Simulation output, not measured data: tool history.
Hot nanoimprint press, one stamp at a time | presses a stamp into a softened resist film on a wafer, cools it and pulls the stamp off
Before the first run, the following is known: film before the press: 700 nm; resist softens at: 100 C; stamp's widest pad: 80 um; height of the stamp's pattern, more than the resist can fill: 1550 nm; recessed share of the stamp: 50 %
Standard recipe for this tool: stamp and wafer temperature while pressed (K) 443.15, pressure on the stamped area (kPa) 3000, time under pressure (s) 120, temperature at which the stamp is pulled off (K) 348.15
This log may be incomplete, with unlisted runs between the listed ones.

| run | day | stamp and wafer temperature while pressed (K) | pressure on the stamped area (kPa) | time under pressure (s) | temperature at which the stamp is pulled off (K) | resist left under the stamp's widest pad (nm) | greatest force while the stamp is pulled off (N) |
|---|---|---|---|---|---|---|---|
| 1 | 0.000 | 443.15 | 3000 | 120 | 348.15 | 334.7 | 334 |
|  | 0.888 | plate thermocouple calibrated |
| 2 | 2.683 | 445.15 | 3000 | 120 | 348.15 | 325.3 | 375 |
| 3 | 3.921 | 443.15 | 3000 | 139 | 348.15 | 332.6 | 365 |
|  | 5.300 | stamp cleaned and given a new release coat |
| 4 | 6.425 | 443.15 | 3000 | 139 | 348.15 | 331.1 | 188 |
|  | 9.358 | press's hydraulic seals changed and the load cell set to zero |
| 5 | 9.408 | 443.15 | 3000 | 120 | 348.15 | 346.4 | 203 |
| 6 | 11.450 | 443.15 | 3000 | 120 | 348.15 | 342.7 | 219 |
| 7 | 12.912 | 443.15 | 3000 | 120 | 339.15 | 342.1 | 265 |
| 8 | 15.492 | 443.15 | 3000 | 120 | 348.15 | 340.3 | 242 |
| 9 | 18.104 | 443.15 | 3000 | 120 | 348.15 | 340.8 | 255 |
| 10 | 20.154 | 443.15 | 3000 | 120 | 348.15 | 341.2 | 271 |
| 11 | 21.929 | 443.15 | 3000 | 120 | 348.15 | 335.2 | 294 |
| 12 | 23.600 | 443.15 | 3000 | 120 | 348.15 | 340.7 | 301 |
| 13 | 25.508 | 443.15 | 3000 | 120 | 348.15 | 341.2 | 312 |
| 14 | 27.312 | 443.15 | 3000 | 120 | 348.15 | 335.9 | 315 |
| 15 | 29.754 | 446.15 | 1950 | 67 | 341.15 | 442.2 | 379 |
| 16 | 31.917 | 432.15 | 4740 | 132 | 348.15 | 409.1 | 356 |
| 17 | 33.892 | 432.15 | 4740 | 211 | 348.15 | 345.5 | 370 |
|  | 36.175 | stamp cleaned and given a new release coat |
| 18 | 36.825 | 439.15 | 3210 | 120 | 354.15 | 375.3 | 163 |
| 19 | 38.188 | 439.15 | 3820 | 68 | 354.15 | 420.5 | 170 |
| 20 | 40.388 | 439.15 | 3820 | 68 | 354.15 | 425.3 | 175 |
| 21 | 41.946 | 439.15 | 3740 | 66 | 356.15 | 430.4 | 175 |
|  | 42.983 | plate thermocouple calibrated |
| 22 | 44.462 | 442.15 | 1980 | 66 | 356.15 | 494.5 | 198 |
| 23 | 46.417 | 443.15 | 3190 | 120 | 349.15 | 339.3 | 241 |
| 24 | 47.846 | 443.15 | 3190 | 120 | 349.15 | 336.8 | 251 |
| 25 | 50.008 | 443.15 | 3190 | 120 | 349.15 | 333.7 | 266 |

Forecast each of these 3 alternatives for the next run:
| A | 51.483 | 443.15 | 3930 | 181 | 343.15 | ? | ? |
| B | 51.483 | 436.15 | 3000 | 120 | 344.15 | ? | ? |
| C | 51.483 | 439.15 | 3000 | 78 | 353.15 | ? | ? |

| run | resist left under the stamp's widest pad (nm) | greatest force while the stamp is pulled off (N) |
|---|---|---|
| A | 258.0 | 298 |
| B | 429.0 | 302 |
| C | 453.8 | 240 |
The same runs, with their run-to-run variation unchanged, on a tool lacking any hidden condition would have given:
| run | resist left under the stamp's widest pad (nm) | greatest force while the stamp is pulled off (N) |
|---|---|---|
| A | 259.2 | 199 |
| B | 432.0 | 202 |
| C | 456.6 | 161 |

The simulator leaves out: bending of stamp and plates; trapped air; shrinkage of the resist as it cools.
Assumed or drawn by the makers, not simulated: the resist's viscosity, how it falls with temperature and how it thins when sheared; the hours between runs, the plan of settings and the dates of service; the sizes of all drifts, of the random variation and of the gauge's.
